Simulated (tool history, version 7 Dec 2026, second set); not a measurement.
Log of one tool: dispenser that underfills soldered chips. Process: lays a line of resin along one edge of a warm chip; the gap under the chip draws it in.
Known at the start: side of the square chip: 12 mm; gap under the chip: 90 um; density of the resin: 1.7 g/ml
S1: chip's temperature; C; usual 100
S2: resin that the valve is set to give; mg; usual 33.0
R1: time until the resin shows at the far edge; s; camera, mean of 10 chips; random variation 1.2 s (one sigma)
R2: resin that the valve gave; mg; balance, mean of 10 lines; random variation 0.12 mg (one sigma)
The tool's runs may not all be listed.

run     day   S1    S2     R1     R2
  1   0.000  100  33.0  122.8  32.71
      0.388  -- new syringe of resin
  2   0.392  100  33.0  118.8  32.79
  3   0.658  111  33.0   96.7  32.84
      0.875  -- new syringe of resin
  4   1.029  111  33.0   91.3  32.48
      1.354  -- new syringe of resin
  5   1.354  111  33.0   83.9  32.25
  6   1.633  111  33.0   99.5  32.20
      1.829  -- new syringe of resin
  7   1.929  103  33.0  113.5  32.20
      2.329  -- new syringe of resin
  8   2.358  103  33.0  109.9  31.97
  9   2.646  103  33.0  131.1  31.75
      2.821  -- new syringe of resin
 10   3.004  103  33.0  121.7  31.44
      3.321  -- new syringe of resin
 11   3.433  104  33.0  112.5  31.41
 12   3.650  104  41.4  123.1  39.33
      3.821  -- new syringe of resin
 13   4.012  104  41.4  114.0  38.78
      4.246  -- dispensing valve cleaned and set on the balance
      4.354  -- new syringe of resin
 14   4.467  104  41.4  109.5  41.33
 15   4.642  104  41.4  120.8  40.93
      4.842  -- new syringe of resin
 16   5.071  104  41.4  115.5  41.10
      5.317  -- new syringe of resin
 17   5.362   87  41.4  186.1  40.78
 18   5.562   87  41.4  207.3  40.71
      5.821  -- new syringe of resin
 19   5.958   92  35.5  163.7  34.67
 20   6.192  109  39.0  109.3  37.75
      6.308  -- new syringe of resin
 21   6.512  104  30.0  122.4  29.08
      6.788  -- new syringe of resin
 22   6.929  111  41.4   87.9  39.99
 23   7.200  108  29.2  118.3  27.86
      7.267  -- new syringe of resin
 24   7.612  102  33.0  138.1  31.33
      7.738  -- new syringe of resin
 25   7.888  107  34.4  106.3  32.60
      8.217  -- new syringe of resin
 26   8.217  108  42.4   91.0  40.14
 27   8.429  100  34.4  135.6  32.17
      8.588  -- dispensing valve cleaned and set on the balance
      8.758  -- new syringe of resin
 28   8.796  108  34.4   96.0  34.27
 29   9.192   86  37.9  244.9  37.37
      9.242  -- new syringe of resin
      9.596  -- stage's temperature calibrated
 30   9.600   86  37.9  222.3  37.40
      9.771  -- new syringe of resin
 31   9.950   86  37.9  200.6  37.21
     10.246  -- new syringe of resin
 32  10.296   86  37.9  188.6  36.80
 33  10.475   99  32.9  139.9  31.98
 34  10.667   99  32.9  154.7  31.91
     10.717  -- new syringe of resin
 35  10.858  113  41.0   83.0  39.63

Forecast each of these 3 alternatives for the next run:
     11.212  -- new syringe of resin
  A  11.288   90  33.5   ?   ?
     11.212  -- new syringe of resin
  B  11.288  102  41.0   ?   ?
     11.212  -- new syringe of resin
  C  11.288   89  32.2   ?   ?

run     R1     R2
  A  163.6  32.25
  B  106.8  39.38
  C  170.9  31.05
Without the tool's hidden state the same runs would have given:
run     R1     R2
  A  158.7  33.58
  B  104.2  40.99
  C  165.7  32.32

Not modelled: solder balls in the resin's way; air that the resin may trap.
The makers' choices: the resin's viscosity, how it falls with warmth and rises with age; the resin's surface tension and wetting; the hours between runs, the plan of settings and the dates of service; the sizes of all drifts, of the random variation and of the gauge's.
